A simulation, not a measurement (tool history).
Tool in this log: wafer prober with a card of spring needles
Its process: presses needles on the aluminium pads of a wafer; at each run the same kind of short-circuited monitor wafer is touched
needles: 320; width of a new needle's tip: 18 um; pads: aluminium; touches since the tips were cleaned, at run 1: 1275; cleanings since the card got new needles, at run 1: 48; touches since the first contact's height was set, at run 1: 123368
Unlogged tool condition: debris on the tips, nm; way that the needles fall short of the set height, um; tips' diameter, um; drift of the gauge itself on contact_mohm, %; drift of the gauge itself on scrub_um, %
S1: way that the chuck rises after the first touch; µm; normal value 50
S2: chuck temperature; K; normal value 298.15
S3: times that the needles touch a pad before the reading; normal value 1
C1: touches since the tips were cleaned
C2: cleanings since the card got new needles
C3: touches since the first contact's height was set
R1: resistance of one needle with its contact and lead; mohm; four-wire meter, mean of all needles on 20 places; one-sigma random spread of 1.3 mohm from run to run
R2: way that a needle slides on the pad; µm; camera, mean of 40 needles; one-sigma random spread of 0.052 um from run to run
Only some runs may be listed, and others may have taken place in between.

run  hour  S1      S2  S3    C1  C2      C3   R1     R2
  1     0  50  298.15   1  1275  48  123368  108   8.14
      2.3  -- tips cleaned on abrasive film
  2   4.8  50  298.15   1  1145  49  125467  110   8.07
      7.4  -- tips cleaned on abrasive film
  3  11.7  50  363.15   1  1903  50  128470  119   8.19
     12.9  -- tips cleaned on abrasive film
  4  17.6  50  363.15   1  2067  51  131004  117   8.09
     18.1  -- tips cleaned on abrasive film
     23.3  -- tips cleaned on abrasive film
  5  23.3  50  298.15   1     0  53  133474  108   8.16
     28.7  -- tips cleaned on abrasive film
  6  29.5  50  298.15   1   385  54  136169  109   8.17
  7  33.5  50  298.15   1  2120  54  137904  107   8.13
     34.3  -- tips cleaned on abrasive film
     39.6  -- tips cleaned on abrasive film
  8  40.7  50  298.15   1   477  56  141010  110   8.19
     45.1  -- tips cleaned on abrasive film
  9  47.7  50  298.15   1  1129  57  144066  112   8.06
     50.4  -- tips cleaned on abrasive film
 10  51.6  40  320.15   2   521  58  145731  115   6.52
     56.1  -- tips cleaned on abrasive film
 11  59.2  36  305.15   3  1411  59  149088  116   5.87
     61.7  -- tips cleaned on abrasive film
 12  63.8  36  305.15   3   912  60  151051  118   5.86
       67  -- tips cleaned on abrasive film
 13  67.7  50  363.15   1   339  61  152751  120   8.08
     72.2  -- tips cleaned on abrasive film
 14  73.6  50  363.15   2   623  62  155313  118   8.02
     77.5  -- tips cleaned on abrasive film
 15    78  67  363.15   2   226  63  157224  114  10.96
     82.4  -- height of the first contact set anew
 16  82.4  48  363.15   2  2042  63       0  117    7.9
     83.1  -- tips cleaned on abrasive film
 17  87.9  40  388.15   2  2108  64    2357  129    6.5

Across each entry between runs, compare the hidden state at the last listed run before it with the hidden state at the first listed run after it:
Runs 1 to 2: tips cleaned on abrasive film (hour 2.3)
  tips' diameter, um: 18 -> 18.01
Runs 2 to 3: tips cleaned on abrasive film (hour 7.4)
  debris on the tips, nm: 0.2 -> 0.3
Runs 3 to 4: tips cleaned on abrasive film (hour 12.9)
  both runs share identical hidden conditions
Runs 4 to 5: tips cleaned on abrasive film (hour 18.1); tips cleaned on abrasive film (hour 23.3)
  debris on the tips, nm: 0.3 -> 0; way that the needles fall short of the set height, um: 0.01 -> 0.02
Runs 5 to 6: tips cleaned on abrasive film (hour 28.7)
  debris on the tips, nm: 0 -> 0.1
Runs 7 to 8: tips cleaned on abrasive film (hour 34.3); tips cleaned on abrasive film (hour 39.6)
  debris on the tips, nm: 0.3 -> 0.1
Runs 8 to 9: tips cleaned on abrasive film (hour 45.1)
  debris on the tips, nm: 0.1 -> 0.2
Runs 9 to 10: tips cleaned on abrasive film (hour 50.4)
  debris on the tips, nm: 0.2 -> 0.1
Runs 10 to 11: tips cleaned on abrasive film (hour 56.1)
  debris on the tips, nm: 0.1 -> 0.2
Runs 11 to 12: tips cleaned on abrasive film (hour 61.7)
  both runs share identical hidden conditions
Runs 12 to 13: tips cleaned on abrasive film (hour 67)
  debris on the tips, nm: 0.2 -> 0.1
Runs 13 to 14: tips cleaned on abrasive film (hour 72.2)
  both runs share identical hidden conditions
Runs 14 to 15: tips cleaned on abrasive film (hour 77.5)
  both runs share identical hidden conditions
Runs 15 to 16: height of the first contact set anew (hour 82.4)
  debris on the tips, nm: 0.1 -> 0.3; way that the needles fall short of the set height, um: 0.02 -> 0
Runs 16 to 17: tips cleaned on abrasive film (hour 83.1)
  both runs share identical hidden conditions
